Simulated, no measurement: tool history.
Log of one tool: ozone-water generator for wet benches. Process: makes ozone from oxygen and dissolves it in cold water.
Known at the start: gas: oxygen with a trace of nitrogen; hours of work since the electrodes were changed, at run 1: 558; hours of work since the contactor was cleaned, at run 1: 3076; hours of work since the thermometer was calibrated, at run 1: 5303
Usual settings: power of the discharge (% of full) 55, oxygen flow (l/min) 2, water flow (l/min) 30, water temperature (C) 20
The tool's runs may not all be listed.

run	hour	power of the discharge (% of full)	oxygen flow (l/min)	water flow (l/min)	water temperature (C)	hours of work since the electrodes were changed	hours of work since the contactor was cleaned	hours of work since the thermometer was calibrated	dissolved ozone (ppm)	ozone in the gas ahead of the water (g/m3)
1	0	55	2	30	20	558	3076	5303	6.7	207.1
2	17.7	55	2	30	20	569	3087	5314	6.7	207.2
3	46.2	55	2	30	20	587	3104	5331	6.5	208.5
4	65.3	55	2	30	20	599	3116	5343	6.7	210.4
5	94.8	55	2	30	20	617	3134	5361	6.7	208.1
# hour 101.9: water thermometer calibrated
6	122	55	2	30	20	634	3151	12	6.7	210
7	145.5	55	2	30	15	648	3166	27	6.9	206.1
8	177.1	55	2	30	15	668	3185	47	6.9	208.2
9	210.7	55	2	30	15	689	3206	68	6.8	206.8
10	235.7	55	2	30	15	704	3222	83	7	204.8
11	251	55	2	30	15	714	3231	93	6.7	206
12	283.4	55	2	30	20	734	3251	113	6.7	208.4
13	305.7	55	3	30	20	748	3265	127	7.9	177.2
14	337.8	55	3	30	20	768	3285	147	7.8	176.2
15	363.6	55	3	30	23	784	3301	163	7.9	176.3
16	391	55	3	30	23	801	3318	180	7.8	177.9
17	417.9	55	3	30	23	818	3335	196	7.9	176.1
18	438.9	59	2.22	39	27	831	3348	209	5.4	207.2
19	469.7	59	2.22	39	27	850	3367	228	5.3	209.3
20	496.5	59	2.22	39	27	867	3384	245	5.5	210.5
21	524	59	2.22	26	21	884	3401	262	8.6	209.2
22	554.4	59	2.22	26	21	903	3420	281	8.4	206
23	584.1	59	2.22	26	21	921	3438	300	8.5	207.7
24	602.3	66	1.2	26	21	932	3450	311	6.9	282.4
25	622.2	49	1.21	26	21	945	3462	323	5.8	227.6
26	653.5	49	1.21	19	21	964	3481	343	8.1	224.2
27	685.1	55	3.09	40	27	984	3501	362	5.6	174.5
28	715.9	51	2.76	44	26	1003	3520	381	4.8	172.2
29	747.5	52	1.01	44	26	1022	3540	401	2.6	252.9
30	771.8	98	1.51	45	14	1038	3555	416	5.7	338.8
31	791.5	78	1.75	30	20	1050	3567	428	7.9	273.1

Hidden state at the last listed run before each entry between runs and at the first one after, where it differs:
Between runs 5 and 6: water thermometer calibrated (hour 101.9)
  drift of the gauge itself on gas_g_m3, %: -0.33 -> -0.42
  measured less the result without the state, ozone in the gas ahead of the water (g/m3): -0.7 -> -0.9
